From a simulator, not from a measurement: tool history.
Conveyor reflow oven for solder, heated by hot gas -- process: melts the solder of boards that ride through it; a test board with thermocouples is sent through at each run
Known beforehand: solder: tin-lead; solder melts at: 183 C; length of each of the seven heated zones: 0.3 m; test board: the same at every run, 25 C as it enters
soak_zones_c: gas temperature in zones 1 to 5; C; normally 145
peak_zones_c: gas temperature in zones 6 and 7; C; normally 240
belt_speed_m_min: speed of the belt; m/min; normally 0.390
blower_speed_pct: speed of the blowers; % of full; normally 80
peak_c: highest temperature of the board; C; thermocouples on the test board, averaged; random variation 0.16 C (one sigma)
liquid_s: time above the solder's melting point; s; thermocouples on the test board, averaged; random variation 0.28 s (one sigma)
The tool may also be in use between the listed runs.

run 1 day=0.000 | soak_zones_c=145 peak_zones_c=240 belt_speed_m_min=0.390 blower_speed_pct=80 | peak_c=223.3 liquid_s=77.2
run 2 day=0.258 | soak_zones_c=145 peak_zones_c=240 belt_speed_m_min=0.469 blower_speed_pct=80 | peak_c=216.5 liquid_s=58.2
run 3 day=0.600 | soak_zones_c=145 peak_zones_c=240 belt_speed_m_min=0.317 blower_speed_pct=80 | peak_c=228.8 liquid_s=101.2
run 4 day=0.858 | soak_zones_c=145 peak_zones_c=240 belt_speed_m_min=0.317 blower_speed_pct=80 | peak_c=228.8 liquid_s=101.8
run 5 day=1.175 | soak_zones_c=155 peak_zones_c=240 belt_speed_m_min=0.317 blower_speed_pct=80 | peak_c=229.8 liquid_s=107.8
run 6 day=1.408 | soak_zones_c=139 peak_zones_c=240 belt_speed_m_min=0.390 blower_speed_pct=80 | peak_c=221.4 liquid_s=72.9
run 7 day=1.775 | soak_zones_c=139 peak_zones_c=240 belt_speed_m_min=0.390 blower_speed_pct=80 | peak_c=221.6 liquid_s=73.6
run 8 day=2.150 | soak_zones_c=139 peak_zones_c=240 belt_speed_m_min=0.390 blower_speed_pct=80 | peak_c=221.5 liquid_s=73.6
-- day=2.571 flux residue cleaned out of gas plates and filters
run 9 day=2.633 | soak_zones_c=143 peak_zones_c=240 belt_speed_m_min=0.390 blower_speed_pct=80 | peak_c=224.8 liquid_s=77.9
run 10 day=3.000 | soak_zones_c=145 peak_zones_c=240 belt_speed_m_min=0.390 blower_speed_pct=81 | peak_c=225.3 liquid_s=79.2
run 11 day=3.325 | soak_zones_c=145 peak_zones_c=232 belt_speed_m_min=0.390 blower_speed_pct=81 | peak_c=218.3 liquid_s=74.2
run 12 day=3.638 | soak_zones_c=145 peak_zones_c=239 belt_speed_m_min=0.390 blower_speed_pct=80 | peak_c=224.3 liquid_s=78.5
run 13 day=3.838 | soak_zones_c=145 peak_zones_c=239 belt_speed_m_min=0.390 blower_speed_pct=80 | peak_c=224.3 liquid_s=78.0
run 14 day=4.217 | soak_zones_c=145 peak_zones_c=239 belt_speed_m_min=0.390 blower_speed_pct=80 | peak_c=223.9 liquid_s=78.8
run 15 day=4.375 | soak_zones_c=145 peak_zones_c=247 belt_speed_m_min=0.444 blower_speed_pct=80 | peak_c=226.6 liquid_s=70.6
run 16 day=4.688 | soak_zones_c=157 peak_zones_c=248 belt_speed_m_min=0.430 blower_speed_pct=85 | peak_c=231.9 liquid_s=81.8
run 17 day=5.046 | soak_zones_c=141 peak_zones_c=249 belt_speed_m_min=0.390 blower_speed_pct=80 | peak_c=231.8 liquid_s=82.4
run 18 day=5.238 | soak_zones_c=140 peak_zones_c=238 belt_speed_m_min=0.390 blower_speed_pct=60 | peak_c=216.1 liquid_s=68.4

Expected results for the next run?
run 19 day=5.462 | soak_zones_c=140 peak_zones_c=238 belt_speed_m_min=0.390 blower_speed_pct=60 | peak_c=? liquid_s=?

{"run 19": {"peak_c": 216.0, "liquid_s": 68.2}}
Had the tool carried no hidden state, the very same run would have given peak_c 216.2 C, liquid_s 67.8 s.
